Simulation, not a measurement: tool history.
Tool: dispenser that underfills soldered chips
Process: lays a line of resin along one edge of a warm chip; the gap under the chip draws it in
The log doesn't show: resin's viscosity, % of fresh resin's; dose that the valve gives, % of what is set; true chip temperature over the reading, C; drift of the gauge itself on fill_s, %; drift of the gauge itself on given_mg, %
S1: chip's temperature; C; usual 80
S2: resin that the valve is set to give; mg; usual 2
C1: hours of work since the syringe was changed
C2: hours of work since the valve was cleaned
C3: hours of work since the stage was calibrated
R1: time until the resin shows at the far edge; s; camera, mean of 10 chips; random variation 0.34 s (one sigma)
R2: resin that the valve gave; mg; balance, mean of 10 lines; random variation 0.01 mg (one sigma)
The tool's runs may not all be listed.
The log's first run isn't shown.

At day 0.479: new syringe of resin.
Run 2, day 0.529: usual settings; C1 1; C2 55; C3 303. Result: R1 17.8 s, R2 1.95 mg.
At day 1.088: new syringe of resin.
Run 3, day 1.192: usual settings; C1 2; C2 66; C3 314. Result: R1 18.8 s, R2 1.92 mg.
Run 4, day 1.629: usual settings but S1 85 C; C1 10; C2 74; C3 322. Result: R1 22.2 s, R2 1.91 mg.
At day 1.696: new syringe of resin.
At day 2.267: new syringe of resin.
Run 5, day 2.267: usual settings; C1 0; C2 85; C3 333. Result: R1 16.7 s, R2 1.9 mg.
At day 2.838: new syringe of resin.
Run 6, day 2.838: usual settings; C1 0; C2 95; C3 343. Result: R1 16.6 s, R2 1.89 mg.
Run 7, day 3.371: usual settings; C1 9; C2 104; C3 352. Result: R1 27.4 s, R2 1.88 mg.
At day 3.433: new syringe of resin.
At day 3.783: dispensing valve cleaned and set on the balance.
Run 8, day 3.842: usual settings; C1 6; C2 1; C3 360. Result: R1 23.4 s, R2 1.99 mg.
At day 4.05: new syringe of resin.
Run 9, day 4.179: usual settings; C1 2; C2 7; C3 365. Result: R1 18.9 s, R2 2 mg.
Run 10, day 4.488: usual settings but S1 78 C; C1 8; C2 12; C3 371. Result: R1 27.4 s, R2 1.97 mg.
At day 4.658: new syringe of resin.
Run 11, day 4.862: usual settings but S1 78 C; C1 4; C2 19; C3 377. Result: R1 22.1 s, R2 1.95 mg.
Run 12, day 5.171: usual settings but S1 78 C; C1 9; C2 24; C3 382. Result: R1 29.3 s, R2 1.97 mg.
At day 5.233: new syringe of resin.
Run 13, day 5.679: usual settings but S1 78 C; C1 8; C2 33; C3 391. Result: R1 27.8 s, R2 1.97 mg.
At day 5.821: new syringe of resin.
Run 14, day 6.146: usual settings but S1 78 C; C1 6; C2 41; C3 399. Result: R1 24.6 s, R2 1.94 mg.
At day 6.425: new syringe of resin.
Run 15, day 6.725: usual settings but S1 81 C; C1 5; C2 51; C3 409. Result: R1 21.5 s, R2 1.94 mg.
At day 7: new syringe of resin.
Run 16, day 7.258: usual settings but S2 2.43 mg; C1 5; C2 60; C3 418. Result: R1 21.4 s, R2 2.35 mg.
Run 17, day 7.55: usual settings but S2 2.43 mg; C1 10; C2 65; C3 423. Result: R1 26.8 s, R2 2.32 mg.
At day 7.621: new syringe of resin.
Run 18, day 8.158: usual settings but S1 78 C, S2 2.11 mg; C1 9; C2 75; C3 434. Result: R1 29 s, R2 2.01 mg.
At day 8.212: new syringe of resin.
Run 19, day 8.579: usual settings but S1 78 C, S2 2.11 mg; C1 6; C2 83; C3 441. Result: R1 25.6 s, R2 2 mg.
At day 8.8: new syringe of resin.
Run 20, day 9.125: usual settings but S2 2.21 mg; C1 6; C2 92; C3 450. Result: R1 22.1 s, R2 2.1 mg.
At day 9.379: new syringe of resin.
Run 21, day 9.683: usual settings but S1 85 C, S2 2.3 mg; C1 5; C2 102; C3 460. Result: R1 18.1 s, R2 2.15 mg.
At day 9.95: new syringe of resin.
Run 22, day 10.083: usual settings but S1 85 C, S2 2.3 mg; C1 2; C2 108; C3 467. Result: R1 15.6 s, R2 2.15 mg.
At day 10.217: dispensing valve cleaned and set on the balance.
At day 10.575: new syringe of resin.
Run 23, day 10.679: usual settings but S1 87 C, S2 2.16 mg; C1 2; C2 8; C3 476. Result: R1 13.9 s, R2 2.14 mg.
Run 24, day 10.979: usual settings but S1 82 C, S2 2.16 mg; C1 7; C2 13; C3 482. Result: R1 23.1 s, R2 2.16 mg.
At day 11.196: new syringe of resin.
Run 25, day 11.433: usual settings but S1 86 C, S2 2.19 mg; C1 4; C2 21; C3 490. Result: R1 16.6 s, R2 2.17 mg.
At day 11.792: new syringe of resin.
Run 26, day 11.904: usual settings but S1 77 C, S2 2.01 mg; C1 2; C2 29; C3 498. Result: R1 21.7 s, R2 1.97 mg.

The next listed run, before its measurement:
Run 27, day 12.338: usual settings but S1 75 C, S2 2.53 mg; C1 10; C2 37; C3 505. Result: R1 ?, R2 ?.

{"run 27": {"R1": 33.2, "R2": 2.49}}
Without the tool's hidden state the same run would have given R1 17.8 s, R2 2.53 mg.
